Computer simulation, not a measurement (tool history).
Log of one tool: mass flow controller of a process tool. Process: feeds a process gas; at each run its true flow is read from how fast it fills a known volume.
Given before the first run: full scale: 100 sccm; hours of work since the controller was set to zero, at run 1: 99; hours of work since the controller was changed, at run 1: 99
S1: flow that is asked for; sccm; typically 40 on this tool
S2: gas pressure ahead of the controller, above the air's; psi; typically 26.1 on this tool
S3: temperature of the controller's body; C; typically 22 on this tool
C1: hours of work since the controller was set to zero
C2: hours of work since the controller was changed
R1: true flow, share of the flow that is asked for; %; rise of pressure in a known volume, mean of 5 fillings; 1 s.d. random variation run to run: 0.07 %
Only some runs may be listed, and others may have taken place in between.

Run 1, day 0: usual settings; C1 99; C2 99. Result: R1 98.1 %.
Run 2, day 14.771: usual settings but S3 23 C; C1 346; C2 346. Result: R1 98.12 %.
Run 3, day 34.512: usual settings but S3 23 C; C1 676; C2 676. Result: R1 98.21 %.
Run 4, day 54.554: usual settings but S3 23 C; C1 1011; C2 1011. Result: R1 98.44 %.
Run 5, day 67.062: usual settings but S3 23 C; C1 1221; C2 1221. Result: R1 98.43 %.
Run 6, day 79.112: usual settings but S3 23 C; C1 1422; C2 1422. Result: R1 98.4 %.
Run 7, day 91.329: usual settings but S3 23 C; C1 1627; C2 1627. Result: R1 98.42 %.
Run 8, day 113.192: usual settings but S3 34 C; C1 1992; C2 1992. Result: R1 99.57 %.
Run 9, day 133.525: usual settings but S1 49 sccm; C1 2333; C2 2333. Result: R1 98.76 %.
Run 10, day 147.9: usual settings but S1 49 sccm; C1 2573; C2 2573. Result: R1 98.83 %.
Run 11, day 159.925: usual settings but S1 49 sccm; C1 2775; C2 2775. Result: R1 98.92 %.
Run 12, day 173.996: usual settings but S1 49 sccm; C1 3010; C2 3010. Result: R1 98.96 %.
Run 13, day 192.954: usual settings; C1 3327; C2 3327. Result: R1 98.82 %.
Run 14, day 205.429: usual settings; C1 3536; C2 3536. Result: R1 99.07 %.
Run 15, day 227.546: usual settings; C1 3906; C2 3906. Result: R1 99.06 %.
Run 16, day 238.679: usual settings; C1 4092; C2 4092. Result: R1 99.1 %.
Run 17, day 261.283: usual settings; C1 4471; C2 4471. Result: R1 99.17 %.
Run 18, day 283.029: usual settings but S1 11 sccm, S2 22.2 psi; C1 4834; C2 4834. Result: R1 99.57 %.
Run 19, day 298.962: usual settings but S1 11 sccm, S2 35.1 psi; C1 5101; C2 5101. Result: R1 100.27 %.
Run 20, day 311.192: usual settings but S3 31 C; C1 5306; C2 5306. Result: R1 100.02 %.
Run 21, day 322.617: usual settings but S1 53 sccm, S2 24.1 psi; C1 5497; C2 5497. Result: R1 99.39 %.

Run 22, settings as shown, results not yet in. Your forecast:
Run 22, day 337.608: usual settings but S1 53 sccm, S2 24.1 psi; C1 5748; C2 5748. Result: R1 ?.

{"run 22": {"R1": 99.57}}
The same run, on a tool lacking any hidden state, would have yielded R1 98.22 %.
